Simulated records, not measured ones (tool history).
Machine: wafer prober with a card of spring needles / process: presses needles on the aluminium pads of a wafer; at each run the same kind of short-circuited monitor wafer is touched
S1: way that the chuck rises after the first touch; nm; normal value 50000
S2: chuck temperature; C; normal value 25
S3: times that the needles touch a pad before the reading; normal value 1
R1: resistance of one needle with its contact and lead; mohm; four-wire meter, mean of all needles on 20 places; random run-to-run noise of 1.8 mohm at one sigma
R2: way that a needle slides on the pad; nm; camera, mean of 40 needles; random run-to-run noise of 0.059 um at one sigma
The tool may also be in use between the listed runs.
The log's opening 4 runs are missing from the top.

| run | hour | S1 | S2 | S3 | R1 | R2 |
|---|---|---|---|---|---|---|
|  | 92.1 | tips cleaned on abrasive film |
|  | 106.7 | tips cleaned on abrasive film |
|  | 121.2 | tips cleaned on abrasive film |
| 5 | 126.1 | 43000 | 25 | 1 | 304 | 5390 |
|  | 135.3 | tips cleaned on abrasive film |
| 6 | 145.2 | 50000 | 25 | 1 | 304 | 6240 |
|  | 152.1 | tips cleaned on abrasive film |
|  | 167.7 | tips cleaned on abrasive film |
| 7 | 180.3 | 50000 | 25 | 1 | 321 | 6170 |
|  | 183.7 | tips cleaned on abrasive film |
|  | 199.2 | tips cleaned on abrasive film |
| 8 | 202.2 | 50000 | 25 | 1 | 242 | 6110 |
|  | 214.7 | tips cleaned on abrasive film |
| 9 | 218.6 | 50000 | 25 | 1 | 270 | 6190 |
|  | 229.4 | tips cleaned on abrasive film |
|  | 244.7 | tips cleaned on abrasive film |
| 10 | 255.8 | 50000 | 66 | 1 | 335 | 6150 |
|  | 259.4 | tips cleaned on abrasive film |
|  | 275.8 | tips cleaned on abrasive film |
| 11 | 278.9 | 50000 | 66 | 1 | 260 | 6160 |
|  | 290.2 | tips cleaned on abrasive film |
|  | 305.7 | tips cleaned on abrasive film |
| 12 | 316.8 | 50000 | 25 | 1 | 334 | 6010 |
|  | 321.6 | tips cleaned on abrasive film |
|  | 336.7 | tips cleaned on abrasive film |
| 13 | 340.1 | 50000 | 86 | 1 | 267 | 6010 |
|  | 351.7 | tips cleaned on abrasive film |
|  | 368.4 | tips cleaned on abrasive film |
| 14 | 373.5 | 50000 | 86 | 1 | 300 | 5910 |
|  | 385.2 | tips cleaned on abrasive film |
|  | 401.4 | tips cleaned on abrasive film |
| 15 | 405.3 | 50000 | 86 | 1 | 294 | 6030 |

Run 16, settings as shown, results not yet in. Your forecast:
|  | 416.3 | tips cleaned on abrasive film |
|  | 433.5 | tips cleaned on abrasive film |
|  | 437.3 | height of the first contact set anew |
| 16 | 439.9 | 38000 | 25 | 1 | ? | ? |

R1: 370 mohm
R2: 4830 nm
Minus the tool's unlogged condition, the same run would have read R1 191 mohm, R2 4830 nm.
